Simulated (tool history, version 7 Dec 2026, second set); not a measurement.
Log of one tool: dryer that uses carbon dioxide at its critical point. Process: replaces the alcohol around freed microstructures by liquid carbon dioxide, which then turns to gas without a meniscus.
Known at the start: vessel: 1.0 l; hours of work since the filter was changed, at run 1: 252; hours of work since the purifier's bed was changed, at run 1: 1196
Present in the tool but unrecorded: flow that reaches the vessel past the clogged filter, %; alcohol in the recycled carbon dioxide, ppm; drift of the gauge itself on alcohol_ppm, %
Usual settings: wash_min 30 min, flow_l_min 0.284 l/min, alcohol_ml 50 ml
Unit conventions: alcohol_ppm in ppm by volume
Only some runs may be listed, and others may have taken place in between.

run	day	wash_min	flow_l_min	alcohol_ml	hours of work since the filter was changed	hours of work since the purifier's bed was changed	alcohol_ppm
1	0.000	30	0.284	50	252	1196	297
2	1.242	30	0.284	50	274	1218	298
3	2.138	30	0.284	85	290	1234	323
4	3.600	43	0.284	50	317	1260	270
5	4.575	30	0.284	85	334	1278	345
6	5.912	21	0.417	85	358	1302	340
# day 6.533: inlet filter changed
7	7.092	21	0.417	85	10	1323	302
8	8.454	19	0.199	34	35	1347	1296
9	9.458	46	0.414	81	53	1365	287
# day 9.921: purifier's bed changed
10	10.967	34	0.284	50	78	19	11

3 ways to go on from here, each from the tool as it stands after run 10. What would each give?
A	12.183	34	0.284	44	100	41	?
B	12.183	24	0.393	90	100	41	?
C	12.183	20	0.396	50	100	41	?

run	alcohol_ppm
A	16
B	35
C	66
With no hidden state in the tool, these same runs would have given:
run	alcohol_ppm
A	4
B	21
C	48
